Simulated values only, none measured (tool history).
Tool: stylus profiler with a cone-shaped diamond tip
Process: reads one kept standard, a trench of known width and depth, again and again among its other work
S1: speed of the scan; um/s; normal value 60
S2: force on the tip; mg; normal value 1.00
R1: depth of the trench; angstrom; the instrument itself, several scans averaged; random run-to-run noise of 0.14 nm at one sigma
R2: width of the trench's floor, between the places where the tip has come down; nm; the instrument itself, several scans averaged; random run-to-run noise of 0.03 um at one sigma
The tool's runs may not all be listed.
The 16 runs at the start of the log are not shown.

Run 17, day 46.804: usual settings but S2 1.41 mg. Result: R1 5067.0 angstrom, R2 24440 nm.
Run 18, day 48.704: usual settings but S2 1.41 mg. Result: R1 5068.1 angstrom, R2 24360 nm.
Run 19, day 52.588: usual settings but S2 1.56 mg. Result: R1 5071.1 angstrom, R2 24280 nm.
Run 20, day 54.654: usual settings but S2 1.58 mg. Result: R1 5074.6 angstrom, R2 24280 nm.
Run 21, day 57.804: usual settings. Result: R1 5059.8 angstrom, R2 24090 nm.
Run 22, day 60.050: usual settings. Result: R1 5059.1 angstrom, R2 24010 nm.
Run 23, day 63.258: usual settings but S1 88 um/s, S2 1.41 mg. Result: R1 5070.4 angstrom, R2 23890 nm.
Run 24, day 65.054: usual settings but S2 0.99 mg. Result: R1 5062.4 angstrom, R2 23960 nm.

Run 25 is up next; what results do you expect?
Run 25, day 67.758: usual settings but S1 98 um/s, S2 0.51 mg. Result: R1 ?, R2 ?.

R1: 5045.1 angstrom
R2: 23160 nm
Take away the tool's hidden state, keep the run-to-run variation as it was, and the same run would have given R1 5025.7 angstrom, R2 25680 nm.

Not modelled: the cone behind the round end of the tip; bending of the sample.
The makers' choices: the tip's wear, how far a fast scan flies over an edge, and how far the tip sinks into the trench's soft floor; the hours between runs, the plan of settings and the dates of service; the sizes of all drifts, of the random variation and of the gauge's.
